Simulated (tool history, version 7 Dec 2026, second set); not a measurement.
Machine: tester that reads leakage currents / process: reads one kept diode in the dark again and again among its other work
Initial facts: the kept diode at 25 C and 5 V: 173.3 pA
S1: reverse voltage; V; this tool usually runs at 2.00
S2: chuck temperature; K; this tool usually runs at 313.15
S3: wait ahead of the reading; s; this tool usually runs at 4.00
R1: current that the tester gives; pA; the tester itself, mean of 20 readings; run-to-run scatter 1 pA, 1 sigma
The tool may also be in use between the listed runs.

| run | hour | S1 | S2 | S3 | R1 |
|---|---|---|---|---|---|
| 1 | 0.0 | 2.00 | 313.15 | 4.00 | 335.78 |
| 2 | 24.6 | 2.00 | 313.15 | 4.00 | 336.08 |
| 3 | 40.0 | 2.00 | 333.15 | 4.00 | 1292.54 |
| 4 | 56.9 | 2.00 | 313.15 | 4.00 | 334.49 |
| 5 | 75.4 | 2.00 | 309.15 | 4.00 | 252.21 |
| 6 | 91.5 | 2.00 | 309.15 | 4.00 | 249.60 |
| 7 | 111.9 | 2.00 | 309.15 | 4.00 | 250.64 |
| 8 | 140.0 | 2.67 | 294.15 | 9.56 | 92.72 |
|  | 145.0 | chuck's temperature calibrated |
| 9 | 162.2 | 2.67 | 294.15 | 9.56 | 92.25 |
| 10 | 191.9 | 2.46 | 316.15 | 1.20 | 458.03 |
| 11 | 210.7 | 3.32 | 317.15 | 4.40 | 568.08 |
| 12 | 227.6 | 3.32 | 317.15 | 4.40 | 567.27 |
| 13 | 244.1 | 12.35 | 326.15 | 8.34 | 2018.77 |
| 14 | 259.0 | 12.35 | 314.15 | 6.76 | 888.61 |

3 ways to go on from here, each from the tool as it stands after run 14. What would each give?
|  | 270.0 | chuck's temperature calibrated, once more |
| A | 289.7 | 3.26 | 314.15 | 3.37 | ? |
|  | 270.0 | chuck's temperature calibrated, once more |
| B | 289.7 | 3.12 | 312.15 | 1.52 | ? |
|  | 270.0 | chuck's temperature calibrated, once more |
| C | 289.7 | 2.00 | 331.15 | 1.43 | ? |

| run | R1 |
|---|---|
| A | 476.08 |
| B | 406.86 |
| C | 1166.10 |
Stripped of hidden state, with their random variation kept, the same runs would have yielded:
| run | R1 |
|---|---|
| A | 463.57 |
| B | 395.71 |
| C | 1143.84 |

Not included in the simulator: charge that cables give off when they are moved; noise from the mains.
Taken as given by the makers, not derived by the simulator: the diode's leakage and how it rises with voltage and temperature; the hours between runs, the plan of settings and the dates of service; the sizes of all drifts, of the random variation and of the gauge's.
